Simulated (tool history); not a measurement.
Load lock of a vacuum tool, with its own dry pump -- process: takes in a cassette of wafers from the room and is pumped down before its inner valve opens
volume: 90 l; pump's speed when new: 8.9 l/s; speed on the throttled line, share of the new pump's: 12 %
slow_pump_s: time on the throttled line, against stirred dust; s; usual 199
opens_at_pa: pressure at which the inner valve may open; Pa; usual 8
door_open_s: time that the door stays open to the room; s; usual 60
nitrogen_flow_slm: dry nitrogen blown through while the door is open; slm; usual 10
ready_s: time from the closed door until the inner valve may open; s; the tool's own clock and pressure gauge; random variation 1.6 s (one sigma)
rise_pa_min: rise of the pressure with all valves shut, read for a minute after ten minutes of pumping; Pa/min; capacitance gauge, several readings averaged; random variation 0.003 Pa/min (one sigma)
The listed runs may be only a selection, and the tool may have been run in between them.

run,hour,slow_pump_s,opens_at_pa,door_open_s,nitrogen_flow_slm,"incoming humidity of the room's air, %",ready_s,rise_pa_min
1,0,199,8,60,10,46.6,268.2,0.03
2,133.2,269,8,60,10,48,329,0.023
3,263.1,269,8,60,10,46.4,332,0.032
4,373.3,199,8,60,31,45.2,268.4,0.022
5,450.9,199,8,60,31,49.5,268.8,0.018
6,520.5,199,8,60,31,46.4,270.5,0.017
7,646.6,199,8,60,10,44.6,270,0.024
8,726.4,199,8,60,10,45.7,271.3,0.027
9,808.1,280,8,60,5,46.8,339.6,0.031
10,925.9,130,8,60,4,43.7,210.6,0.031
11,1073.1,130,8,60,4,43.9,209.5,0.028
12,1164.3,320,8,170,13,46,374.6,0.035
13,1226.2,106,8,36,10,45.1,189.5,0.019
14,1371.8,368,11,36,10,42.2,416.8,0.021
15,1480.9,199,8,40,8,45.3,268.1,0.029

Forecast each of these 4 alternatives for the next run:
A,1552.2,199,15,40,8,42.8,?,?
B,1552.2,199,8,40,22,42.6,?,?
C,1552.2,139,8,60,10,44.1,?,?
D,1552.2,199,8,181,10,42.2,?,?

run,ready_s,rise_pa_min
A,263,0.024
B,269.4,0.011
C,216.9,0.027
D,270.6,0.031
The same runs, with their run-to-run variation unchanged, on a tool lacking any hidden condition would have given:
run,ready_s,rise_pa_min
A,263,0.024
B,269.4,0.011
C,216.9,0.026
D,270.5,0.031
